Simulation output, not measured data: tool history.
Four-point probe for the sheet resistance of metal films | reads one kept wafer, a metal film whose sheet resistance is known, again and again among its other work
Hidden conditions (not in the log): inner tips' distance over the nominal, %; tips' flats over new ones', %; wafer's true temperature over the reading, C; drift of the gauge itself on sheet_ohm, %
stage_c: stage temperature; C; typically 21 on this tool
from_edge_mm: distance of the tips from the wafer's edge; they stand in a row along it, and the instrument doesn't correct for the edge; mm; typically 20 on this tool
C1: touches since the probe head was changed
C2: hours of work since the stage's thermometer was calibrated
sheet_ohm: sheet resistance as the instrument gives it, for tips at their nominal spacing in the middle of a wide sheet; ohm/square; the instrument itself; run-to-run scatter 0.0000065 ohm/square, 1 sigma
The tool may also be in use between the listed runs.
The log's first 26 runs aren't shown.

{"run": 27, "hour": 589.3, "stage_c": 26, "from_edge_mm": 26, "C1": 13238, "C2": 2133, "sheet_ohm": 0.032948}
{"run": 28, "hour": 605.4, "stage_c": 25, "from_edge_mm": 4, "C1": 13495, "C2": 2143, "sheet_ohm": 0.03455}
{"run": 29, "hour": 629.5, "stage_c": 23, "from_edge_mm": 24, "C1": 13878, "C2": 2157, "sheet_ohm": 0.032848}
{"run": 30, "hour": 644.2, "stage_c": 18, "from_edge_mm": 6, "C1": 14113, "C2": 2165, "sheet_ohm": 0.033364}
{"run": 31, "hour": 667.0, "stage_c": 18, "from_edge_mm": 6, "C1": 14475, "C2": 2179, "sheet_ohm": 0.033368}
{"run": 32, "hour": 697.0, "stage_c": 23, "from_edge_mm": 74, "C1": 14953, "C2": 2196, "sheet_ohm": 0.032793}
{"run": 33, "hour": 716.2, "stage_c": 21, "from_edge_mm": 5, "C1": 15258, "C2": 2208, "sheet_ohm": 0.033824}
{"run": 34, "hour": 734.1, "stage_c": 22, "from_edge_mm": 43, "C1": 15543, "C2": 2218, "sheet_ohm": 0.032794}
{"run": 35, "hour": 756.7, "stage_c": 21, "from_edge_mm": 21, "C1": 15902, "C2": 2232, "sheet_ohm": 0.032789}
{"run": 36, "hour": 771.4, "stage_c": 21, "from_edge_mm": 21, "C1": 16136, "C2": 2240, "sheet_ohm": 0.032798}
{"run": 37, "hour": 793.7, "stage_c": 32, "from_edge_mm": 13, "C1": 16491, "C2": 2253, "sheet_ohm": 0.033304}
{"run": 38, "hour": 823.3, "stage_c": 33, "from_edge_mm": 8, "C1": 16962, "C2": 2271, "sheet_ohm": 0.033623}
{"run": 39, "hour": 850.5, "stage_c": 24, "from_edge_mm": 5, "C1": 17396, "C2": 2287, "sheet_ohm": 0.033947}
{"run": 40, "hour": 875.6, "stage_c": 27, "from_edge_mm": 14, "C1": 17796, "C2": 2302, "sheet_ohm": 0.033095}
{"run": 41, "hour": 906.4, "stage_c": 27, "from_edge_mm": 7, "C1": 18285, "C2": 2320, "sheet_ohm": 0.033534}
{"run": 42, "hour": 936.8, "stage_c": 23, "from_edge_mm": 71, "C1": 18768, "C2": 2337, "sheet_ohm": 0.032821}
{"run": 43, "hour": 962.7, "stage_c": 32, "from_edge_mm": 31, "C1": 19182, "C2": 2353, "sheet_ohm": 0.033174}
{"run": 44, "hour": 993.7, "stage_c": 23, "from_edge_mm": 62, "C1": 19675, "C2": 2371, "sheet_ohm": 0.03282}
{"run": 45, "hour": 1009.9, "stage_c": 24, "from_edge_mm": 20, "C1": 19932, "C2": 2380, "sheet_ohm": 0.032933}

Predict each of these 4 candidate next runs independently; none follows another, all start after run 45:
{"run": "A", "hour": 1042.8, "stage_c": 21, "from_edge_mm": 20, "C1": 20457, "C2": 2400, "sheet_ohm": "?"}
{"run": "B", "hour": 1042.8, "stage_c": 30, "from_edge_mm": 13, "C1": 20457, "C2": 2400, "sheet_ohm": "?"}
{"run": "C", "hour": 1042.8, "stage_c": 20, "from_edge_mm": 20, "C1": 20457, "C2": 2400, "sheet_ohm": "?"}
{"run": "D", "hour": 1042.8, "stage_c": 21, "from_edge_mm": 36, "C1": 20457, "C2": 2400, "sheet_ohm": "?"}

run=A sheet_ohm=0.032811
run=B sheet_ohm=0.033247
run=C sheet_ohm=0.032767
run=D sheet_ohm=0.032762
Take away the tool's hidden state, keep each run's random variation, and the runs would have read:
run=A sheet_ohm=0.032696
run=B sheet_ohm=0.033134
run=C sheet_ohm=0.032652
run=D sheet_ohm=0.032647

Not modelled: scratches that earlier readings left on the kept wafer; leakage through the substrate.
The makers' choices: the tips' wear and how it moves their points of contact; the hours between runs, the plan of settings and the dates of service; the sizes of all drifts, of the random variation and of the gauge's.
